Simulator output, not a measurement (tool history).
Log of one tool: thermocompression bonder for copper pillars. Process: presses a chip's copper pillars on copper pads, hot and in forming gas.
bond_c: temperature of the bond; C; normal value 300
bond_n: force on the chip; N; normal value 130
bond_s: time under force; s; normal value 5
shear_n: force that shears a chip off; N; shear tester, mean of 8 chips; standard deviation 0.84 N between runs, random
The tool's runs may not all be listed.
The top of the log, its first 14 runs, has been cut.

run	day	bond_c	bond_n	bond_s	shear_n
15	30.812	300	130	12	82.7
16	32.225	300	130	12	82.4
17	34.529	300	130	5	69.1
18	37.258	300	130	5	68
19	39.571	300	82	5	47
20	41.596	308	91	5	57.2
# day 42.904: forming gas filter changed
21	43.633	308	104	5	62.5
22	46.242	315	104	5	69.1
23	48.583	315	104	5	67.5
# day 49.246: force cell calibrated
# day 49.758: heater calibrated with a thermocouple chip
24	50.275	315	104	5	66
25	53.204	325	83	5	60.2
26	54.9	325	148	5	85.1
27	56.567	325	154	5	85.9
# day 57.267: forming gas filter changed
28	58.1	325	154	5	84.8
29	60.996	325	154	5	86.4
30	63.162	325	154	5	86.2
31	65.146	300	111	5	61.8
32	67.383	300	111	5	62.3
33	68.688	276	170	5	68.2
34	70.371	276	170	5	67.1
# day 71.6: forming gas filter changed
35	72.996	284	170	5	75

Forecast each of these 4 alternatives for the next run:
A	75.804	290	130	5	?
B	75.804	272	99	5	?
C	75.804	300	92	8	?
D	75.804	270	97	6	?

run	shear_n
A	66.4
B	40.2
C	59.6
D	41.8
Take away the tool's hidden state, keep each run's random variation, and the runs would have read:
run	shear_n
A	66.4
B	40.2
C	59.6
D	41.8
